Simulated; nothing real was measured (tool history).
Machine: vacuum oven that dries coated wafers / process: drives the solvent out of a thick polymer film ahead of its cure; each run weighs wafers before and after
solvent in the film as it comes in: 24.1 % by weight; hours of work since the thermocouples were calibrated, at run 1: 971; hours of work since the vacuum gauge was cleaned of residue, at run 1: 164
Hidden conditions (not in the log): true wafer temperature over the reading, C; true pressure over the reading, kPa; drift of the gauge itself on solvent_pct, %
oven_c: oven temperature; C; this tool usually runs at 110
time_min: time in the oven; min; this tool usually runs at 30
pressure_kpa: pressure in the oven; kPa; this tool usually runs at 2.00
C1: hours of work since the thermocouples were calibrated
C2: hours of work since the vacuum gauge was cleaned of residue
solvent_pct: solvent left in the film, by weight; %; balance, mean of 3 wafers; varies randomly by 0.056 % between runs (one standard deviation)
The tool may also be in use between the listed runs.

Run 1, day 0.000: usual settings; C1 971; C2 164. Result: solvent_pct 2.42 %.
Run 2, day 0.500: usual settings; C1 976; C2 169. Result: solvent_pct 2.48 %.
Run 3, day 0.938: usual settings; C1 980; C2 173. Result: solvent_pct 2.45 %.
Run 4, day 1.408: usual settings; C1 985; C2 178. Result: solvent_pct 2.37 %.
Run 5, day 2.138: usual settings; C1 992; C2 186. Result: solvent_pct 2.34 %.
Run 6, day 2.704: usual settings but oven_c 114 C; C1 998; C2 191. Result: solvent_pct 1.47 %.
Run 7, day 3.104: usual settings but oven_c 114 C; C1 1002; C2 196. Result: solvent_pct 1.43 %.
Run 8, day 3.754: usual settings but oven_c 114 C; C1 1009; C2 202. Result: solvent_pct 1.41 %.
Run 9, day 4.308: usual settings but pressure_kpa 2.73 kPa; C1 1014; C2 208. Result: solvent_pct 2.61 %.
Run 10, day 4.912: usual settings but oven_c 119 C; C1 1021; C2 214. Result: solvent_pct 0.77 %.
Run 11, day 5.317: usual settings but oven_c 119 C; C1 1025; C2 218. Result: solvent_pct 0.66 %.
Run 12, day 6.038: usual settings but oven_c 123 C; C1 1032; C2 225. Result: solvent_pct 0.48 %.
Run 13, day 6.658: usual settings but oven_c 123 C; C1 1038; C2 232. Result: solvent_pct 0.41 %.
Run 14, day 6.983: usual settings but oven_c 103 C; C1 1042; C2 235. Result: solvent_pct 4.92 %.
Run 15, day 7.575: usual settings but oven_c 103 C; C1 1048; C2 241. Result: solvent_pct 4.87 %.
Run 16, day 7.925: usual settings but oven_c 116 C; C1 1051; C2 245. Result: solvent_pct 1.14 %.
Run 17, day 8.683: usual settings but pressure_kpa 1.72 kPa; C1 1059; C2 252. Result: solvent_pct 2.38 %.
Run 18, day 9.138: usual settings but time_min 53 min, pressure_kpa 1.72 kPa; C1 1064; C2 257. Result: solvent_pct 0.72 %.
Run 19, day 9.571: usual settings but time_min 53 min, pressure_kpa 1.72 kPa; C1 1068; C2 261. Result: solvent_pct 0.82 %.
Run 20, day 10.329: usual settings but time_min 53 min, pressure_kpa 1.72 kPa; C1 1076; C2 269. Result: solvent_pct 0.75 %.
Run 21, day 11.067: usual settings but time_min 53 min, pressure_kpa 1.72 kPa; C1 1083; C2 277. Result: solvent_pct 0.71 %.
Run 22, day 11.638: usual settings but time_min 53 min, pressure_kpa 1.72 kPa; C1 1089; C2 282. Result: solvent_pct 0.71 %.
At day 11.762: oven's thermocouples calibrated.
Run 23, day 12.258: usual settings but oven_c 118 C, time_min 53 min, pressure_kpa 1.72 kPa; C1 5; C2 288. Result: solvent_pct 0.39 %.
Run 24, day 12.804: usual settings but oven_c 118 C, time_min 19 min, pressure_kpa 1.72 kPa; C1 11; C2 294. Result: solvent_pct 2.07 %.
Run 25, day 13.308: usual settings but oven_c 118 C, time_min 19 min, pressure_kpa 1.72 kPa; C1 16; C2 299. Result: solvent_pct 2.01 %.
Run 26, day 13.667: usual settings but oven_c 118 C, time_min 18 min, pressure_kpa 3.82 kPa; C1 19; C2 302. Result: solvent_pct 2.55 %.
Run 27, day 14.325: usual settings but oven_c 102 C, time_min 46 min, pressure_kpa 3.82 kPa; C1 26; C2 309. Result: solvent_pct 3.22 %.
Run 28, day 14.904: usual settings but oven_c 102 C, time_min 46 min, pressure_kpa 3.82 kPa; C1 32; C2 315. Result: solvent_pct 3.23 %.
Run 29, day 15.367: usual settings but oven_c 102 C, time_min 46 min, pressure_kpa 3.82 kPa; C1 37; C2 320. Result: solvent_pct 3.09 %.
Run 30, day 15.946: usual settings but oven_c 104 C, time_min 24 min, pressure_kpa 1.51 kPa; C1 43; C2 326. Result: solvent_pct 5.64 %.
At day 16.092: oven's thermocouples calibrated, once more.
Run 31, day 16.762: usual settings but oven_c 104 C, time_min 18 min, pressure_kpa 1.51 kPa; C1 7; C2 333. Result: solvent_pct 8.88 %.
Run 32, day 17.129: usual settings but oven_c 101 C, time_min 50 min; C1 11; C2 337. Result: solvent_pct 3.48 %.
Run 33, day 17.467: usual settings but oven_c 105 C, time_min 34 min, pressure_kpa 1.46 kPa; C1 14; C2 340. Result: solvent_pct 4.02 %.
Run 34, day 18.162: usual settings but oven_c 111 C, time_min 21 min, pressure_kpa 1.98 kPa; C1 21; C2 347. Result: solvent_pct 4.70 %.
Run 35, day 18.858: usual settings but oven_c 111 C, time_min 21 min, pressure_kpa 1.98 kPa; C1 28; C2 354. Result: solvent_pct 4.63 %.
Run 36, day 19.317: usual settings but oven_c 124 C; C1 33; C2 359. Result: solvent_pct 0.56 %.
Run 37, day 20.075: usual settings but pressure_kpa 4.79 kPa; C1 41; C2 367. Result: solvent_pct 3.47 %.
Run 38, day 20.496: usual settings but time_min 21 min, pressure_kpa 4.79 kPa; C1 45; C2 371. Result: solvent_pct 5.67 %.
Run 39, day 21.117: usual settings but time_min 21 min, pressure_kpa 1.04 kPa; C1 51; C2 377. Result: solvent_pct 4.88 %.
Run 40, day 21.792: usual settings but oven_c 100 C, time_min 21 min; C1 58; C2 384. Result: solvent_pct 9.50 %.
Run 41, day 22.321: usual settings but oven_c 103 C, time_min 18 min, pressure_kpa 1.08 kPa; C1 63; C2 390. Result: solvent_pct 9.24 %.
Run 42, day 22.875: usual settings but oven_c 103 C, time_min 18 min, pressure_kpa 1.08 kPa; C1 69; C2 395. Result: solvent_pct 9.16 %.
Run 43, day 23.475: usual settings but oven_c 114 C, time_min 19 min; C1 75; C2 401. Result: solvent_pct 4.12 %.
Run 44, day 24.100: usual settings but oven_c 114 C, time_min 19 min; C1 82; C2 408. Result: solvent_pct 4.05 %.
Run 45, day 24.433: usual settings but oven_c 102 C, time_min 41 min, pressure_kpa 2.97 kPa; C1 85; C2 411. Result: solvent_pct 4.47 %.

5 ways to go on from here, each from the tool as it stands after run 45. What would each give?
Run A, day 24.933: usual settings but oven_c 106 C, time_min 41 min, pressure_kpa 1.96 kPa; C1 90; C2 416. Result: solvent_pct ?.
Run B, day 24.933: usual settings but oven_c 102 C, time_min 47 min, pressure_kpa 2.97 kPa; C1 90; C2 416. Result: solvent_pct ?.
Run C, day 24.933: usual settings but oven_c 123 C, pressure_kpa 5.51 kPa; C1 90; C2 416. Result: solvent_pct ?.
Run D, day 24.933: usual settings but oven_c 123 C, time_min 18 min, pressure_kpa 2.97 kPa; C1 90; C2 416. Result: solvent_pct ?.
Run E, day 24.933: usual settings but oven_c 103 C; C1 90; C2 416. Result: solvent_pct ?.

run  solvent_pct
  A         2.75
  B         3.65
  C         1.03
  D         1.74
  E         5.82
Without the tool's hidden state the same runs would have given:
run  solvent_pct
  A         2.75
  B         3.65
  C         1.01
  D         1.74
  E         5.84
